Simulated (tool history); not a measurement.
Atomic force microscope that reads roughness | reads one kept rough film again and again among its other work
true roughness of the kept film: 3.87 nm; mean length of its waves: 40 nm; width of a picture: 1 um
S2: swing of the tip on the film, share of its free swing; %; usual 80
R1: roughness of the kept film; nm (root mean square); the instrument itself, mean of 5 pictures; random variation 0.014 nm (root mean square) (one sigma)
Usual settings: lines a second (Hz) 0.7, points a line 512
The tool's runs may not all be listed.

Run 1, day 0: usual settings. Result: R1 3.29 nm (root mean square).
Run 2, day 1.246: usual settings. Result: R1 3.222 nm (root mean square).
At day 1.975: new tip fitted.
Run 3, day 2.246: usual settings but lines a second (Hz) 1.005. Result: R1 3.372 nm (root mean square).
Run 4, day 2.921: usual settings but lines a second (Hz) 3.261. Result: R1 3.069 nm (root mean square).
Run 5, day 4.058: usual settings but lines a second (Hz) 3.261. Result: R1 3.025 nm (root mean square).
Run 6, day 4.583: usual settings but lines a second (Hz) 3.261. Result: R1 2.972 nm (root mean square).
Run 7, day 5.375: usual settings but lines a second (Hz) 1.616. Result: R1 3.065 nm (root mean square).
At day 6.342: new tip fitted.
Run 8, day 6.538: usual settings but lines a second (Hz) 1.616. Result: R1 3.324 nm (root mean square).
Run 9, day 7.1: usual settings but lines a second (Hz) 1.616. Result: R1 3.247 nm (root mean square).
Run 10, day 7.738: usual settings but lines a second (Hz) 1.616. Result: R1 3.226 nm (root mean square).
Run 11, day 8.946: usual settings but lines a second (Hz) 1.616. Result: R1 3.146 nm (root mean square).
Run 12, day 9.562: usual settings. Result: R1 3.222 nm (root mean square).
Run 13, day 10.512: usual settings. Result: R1 3.157 nm (root mean square).
At day 10.7: new tip fitted.
Run 14, day 11.225: usual settings. Result: R1 3.385 nm (root mean square).
Run 15, day 12.4: usual settings but points a line 435. Result: R1 3.295 nm (root mean square).
Run 16, day 13.588: usual settings but points a line 435. Result: R1 3.202 nm (root mean square).
Run 17, day 14.3: usual settings but points a line 435. Result: R1 3.172 nm (root mean square).
Run 18, day 14.95: usual settings but points a line 435. Result: R1 3.122 nm (root mean square).
At day 15.058: new tip fitted.
Run 19, day 15.742: usual settings but points a line 435. Result: R1 3.403 nm (root mean square).
Run 20, day 16.408: usual settings but lines a second (Hz) 1.117. Result: R1 3.285 nm (root mean square).
Run 21, day 17.521: usual settings but lines a second (Hz) 1.117. Result: R1 3.188 nm (root mean square).
Run 22, day 18.367: usual settings but lines a second (Hz) 1.117. Result: R1 3.189 nm (root mean square).
Run 23, day 18.954: usual settings. Result: R1 3.159 nm (root mean square).
At day 19.433: new tip fitted.
Run 24, day 20.058: usual settings but S2 61 %. Result: R1 3.452 nm (root mean square).
Run 25, day 21.325: usual settings but S2 86 %. Result: R1 3.253 nm (root mean square).
Run 26, day 22.4: usual settings but lines a second (Hz) 0.546, points a line 348. Result: R1 3.227 nm (root mean square).
Run 27, day 23.233: usual settings but lines a second (Hz) 0.546, points a line 348. Result: R1 3.176 nm (root mean square).
At day 23.771: new tip fitted.
Run 28, day 24.5: usual settings but lines a second (Hz) 0.715, S2 62 %, points a line 311. Result: R1 3.423 nm (root mean square).
Run 29, day 25.358: usual settings but lines a second (Hz) 0.715, S2 62 %, points a line 311. Result: R1 3.378 nm (root mean square).
Run 30, day 26.592: usual settings but lines a second (Hz) 2.502, S2 87 %. Result: R1 2.952 nm (root mean square).
Run 31, day 27.325: usual settings but lines a second (Hz) 3.685, points a line 763. Result: R1 2.912 nm (root mean square).
At day 28.1: new tip fitted.
Run 32, day 28.283: usual settings but lines a second (Hz) 3.685, points a line 763. Result: R1 3.12 nm (root mean square).
Run 33, day 28.862: usual settings but lines a second (Hz) 1.742. Result: R1 3.261 nm (root mean square).
Run 34, day 29.588: usual settings but lines a second (Hz) 1.742, S2 55 %, points a line 469. Result: R1 3.354 nm (root mean square).
At day 29.712: height scale calibrated on a step standard.
Run 35, day 30.358: usual settings but S2 85 %, points a line 371. Result: R1 3.248 nm (root mean square).
Run 36, day 30.925: usual settings but lines a second (Hz) 3.468, S2 74 %, points a line 467. Result: R1 3.057 nm (root mean square).
Run 37, day 32.079: usual settings but lines a second (Hz) 0.966, S2 61 %, points a line 543. Result: R1 3.226 nm (root mean square).
At day 32.467: new tip fitted.
At day 32.917: height scale calibrated on a step standard, once more.
Run 38, day 33.133: usual settings but lines a second (Hz) 0.966, S2 61 %, points a line 543. Result: R1 3.434 nm (root mean square).
Run 39, day 33.712: usual settings but lines a second (Hz) 0.851, S2 65 %, points a line 985. Result: R1 3.4 nm (root mean square).
Run 40, day 34.867: usual settings but lines a second (Hz) 3.961, S2 59 %. Result: R1 3.199 nm (root mean square).
Run 41, day 36.05: usual settings but lines a second (Hz) 3.961, S2 62 %. Result: R1 3.098 nm (root mean square).
At day 36.875: new tip fitted.
Run 42, day 36.888: usual settings but lines a second (Hz) 2.209, S2 66 %, points a line 404. Result: R1 3.381 nm (root mean square).
Run 43, day 38.129: usual settings but lines a second (Hz) 1.216, S2 68 %, points a line 558. Result: R1 3.354 nm (root mean square).
Run 44, day 38.733: usual settings but points a line 926. Result: R1 3.307 nm (root mean square).
Run 45, day 39.488: usual settings but points a line 926. Result: R1 3.266 nm (root mean square).
Run 46, day 40.629: usual settings but lines a second (Hz) 1.983, S2 68 %, points a line 267. Result: R1 3.121 nm (root mean square).
At day 41.212: new tip fitted.
Run 47, day 41.717: usual settings but lines a second (Hz) 1.983, S2 68 %, points a line 267. Result: R1 3.378 nm (root mean square).
Run 48, day 42.904: usual settings but lines a second (Hz) 1.983, S2 60 %, points a line 267. Result: R1 3.351 nm (root mean square).
Run 49, day 43.65: usual settings but lines a second (Hz) 3.246, S2 69 %, points a line 363. Result: R1 3.163 nm (root mean square).

Hidden state or all else? Some run-to-run changes of R1, split into what the settings, what came in and random variation would give without the hidden state, and what is left for the hidden state (with any gauge scatter that isn't in both results):
The hidden state here: radius of the tip, nm; height scale over the true one, %; drift of the gauge itself on roughness_nm, %.
Run 3 -> 4: lines a second (Hz) 1.005 -> 3.261. R1 -0.303 nm (root mean square): hidden state -0.041, all else -0.262.
Run 7 -> 8: new tip fitted. R1 +0.259 nm (root mean square): hidden state +0.226, all else +0.033.
Run 18 -> 19: new tip fitted. R1 +0.281 nm (root mean square): hidden state +0.244, all else +0.037.
Run 23 -> 24: S2 80 -> 61, new tip fitted. R1 +0.293 nm (root mean square): hidden state +0.208, all else +0.085.
Run 29 -> 30: lines a second (Hz) 0.715 -> 2.502, S2 62 -> 87, points a line 311 -> 512. R1 -0.426 nm (root mean square): hidden state -0.063, all else -0.363.
Run 41 -> 42: lines a second (Hz) 3.961 -> 2.209, S2 62 -> 66, points a line 512 -> 404, new tip fitted. R1 +0.283 nm (root mean square): hidden state +0.246, all else +0.037.
